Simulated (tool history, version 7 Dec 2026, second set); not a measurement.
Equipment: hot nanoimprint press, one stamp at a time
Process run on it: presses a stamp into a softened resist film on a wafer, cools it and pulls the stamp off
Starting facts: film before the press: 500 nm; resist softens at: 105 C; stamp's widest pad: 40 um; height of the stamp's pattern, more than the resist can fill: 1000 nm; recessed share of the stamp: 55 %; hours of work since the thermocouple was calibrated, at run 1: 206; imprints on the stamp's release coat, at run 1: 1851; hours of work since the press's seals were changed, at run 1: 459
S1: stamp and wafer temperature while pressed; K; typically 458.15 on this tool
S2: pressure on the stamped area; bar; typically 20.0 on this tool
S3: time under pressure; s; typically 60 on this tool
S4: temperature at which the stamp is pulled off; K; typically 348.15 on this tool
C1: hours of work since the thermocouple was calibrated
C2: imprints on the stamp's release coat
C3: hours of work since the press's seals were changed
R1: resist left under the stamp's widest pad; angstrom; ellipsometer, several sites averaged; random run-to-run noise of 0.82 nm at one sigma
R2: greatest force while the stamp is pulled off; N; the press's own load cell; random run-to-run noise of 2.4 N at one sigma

run 1 hour=0.0 | S1=458.15 S2=20.0 S3=60 S4=348.15 | C1=206 C2=1851 C3=459 | R1=2069 R2=113
-- hour=15.1 stamp cleaned and given a new release coat
run 2 hour=97.4 | S1=458.15 S2=20.0 S3=60 S4=356.15 | C1=266 C2=379 C3=519 | R1=2059 R2=100
run 3 hour=164.5 | S1=458.15 S2=20.0 S3=60 S4=356.15 | C1=310 C2=688 C3=562 | R1=2065 R2=100
run 4 hour=259.3 | S1=458.15 S2=20.0 S3=34 S4=356.15 | C1=372 C2=1125 C3=624 | R1=2539 R2=96
run 5 hour=358.1 | S1=458.15 S2=20.0 S3=34 S4=356.15 | C1=436 C2=1580 C3=689 | R1=2542 R2=100
-- hour=392.7 press's hydraulic seals changed and the load cell set to zero
-- hour=435.5 stamp cleaned and given a new release coat
run 6 hour=464.5 | S1=458.15 S2=20.0 S3=60 S4=348.15 | C1=496 C2=134 C3=43 | R1=2050 R2=117
run 7 hour=519.8 | S1=458.15 S2=20.0 S3=60 S4=348.15 | C1=533 C2=389 C3=79 | R1=2041 R2=114
run 8 hour=568.5 | S1=458.15 S2=20.0 S3=60 S4=348.15 | C1=564 C2=613 C3=111 | R1=2046 R2=112
run 9 hour=618.2 | S1=458.15 S2=20.0 S3=60 S4=348.15 | C1=597 C2=842 C3=143 | R1=2058 R2=118
-- hour=629.2 plate thermocouple calibrated
run 10 hour=699.2 | S1=458.15 S2=20.0 S3=60 S4=348.15 | C1=46 C2=1202 C3=194 | R1=2039 R2=116
run 11 hour=769.2 | S1=458.15 S2=20.0 S3=60 S4=348.15 | C1=91 C2=1524 C3=240 | R1=2042 R2=111
-- hour=849.6 stamp cleaned and given a new release coat
run 12 hour=855.8 | S1=458.15 S2=20.0 S3=60 S4=348.15 | C1=144 C2=29 C3=292 | R1=2026 R2=113
run 13 hour=904.3 | S1=452.15 S2=20.0 S3=60 S4=348.15 | C1=176 C2=252 C3=324 | R1=2707 R2=108
run 14 hour=984.1 | S1=458.15 S2=20.0 S3=60 S4=348.15 | C1=228 C2=620 C3=376 | R1=2038 R2=116
run 15 hour=1046.1 | S1=458.15 S2=20.0 S3=60 S4=348.15 | C1=268 C2=905 C3=417 | R1=2031 R2=112
run 16 hour=1101.1 | S1=448.15 S2=15.4 S3=60 S4=340.15 | C1=304 C2=1159 C3=452 | R1=3482 R2=127
run 17 hour=1153.2 | S1=458.15 S2=20.0 S3=62 S4=354.15 | C1=338 C2=1399 C3=486 | R1=1994 R2=106
run 18 hour=1239.7 | S1=458.15 S2=20.9 S3=60 S4=348.15 | C1=394 C2=1797 C3=543 | R1=1994 R2=114
-- hour=1263.4 stamp cleaned and given a new release coat
run 19 hour=1299.4 | S1=458.15 S2=20.9 S3=60 S4=348.15 | C1=429 C2=165 C3=578 | R1=1990 R2=112
run 20 hour=1341.5 | S1=458.15 S2=20.9 S3=60 S4=348.15 | C1=457 C2=359 C3=605 | R1=1983 R2=108
run 21 hour=1440.6 | S1=458.15 S2=20.9 S3=60 S4=348.15 | C1=522 C2=816 C3=670 | R1=2005 R2=118
-- hour=1503.3 press's hydraulic seals changed and the load cell set to zero
run 22 hour=1539.7 | S1=458.15 S2=15.1 S3=61 S4=352.15 | C1=581 C2=1236 C3=24 | R1=2293 R2=101
-- hour=1572.5 plate thermocouple calibrated
run 23 hour=1617.4 | S1=458.15 S2=20.0 S3=60 S4=342.15 | C1=29 C2=1580 C3=72 | R1=2010 R2=127

Estimate the outcome of run 24 from the log above:
-- hour=1684.5 stamp cleaned and given a new release coat
run 24 hour=1710.2 | S1=464.15 S2=23.2 S3=53 S4=340.15 | C1=86 C2=119 C3=129 | R1=? R2=?

Run 24 gave R1 1477 angstrom, R2 127 N.
Minus the tool's unlogged condition, the same run would have read R1 1499 angstrom, R2 126 N.
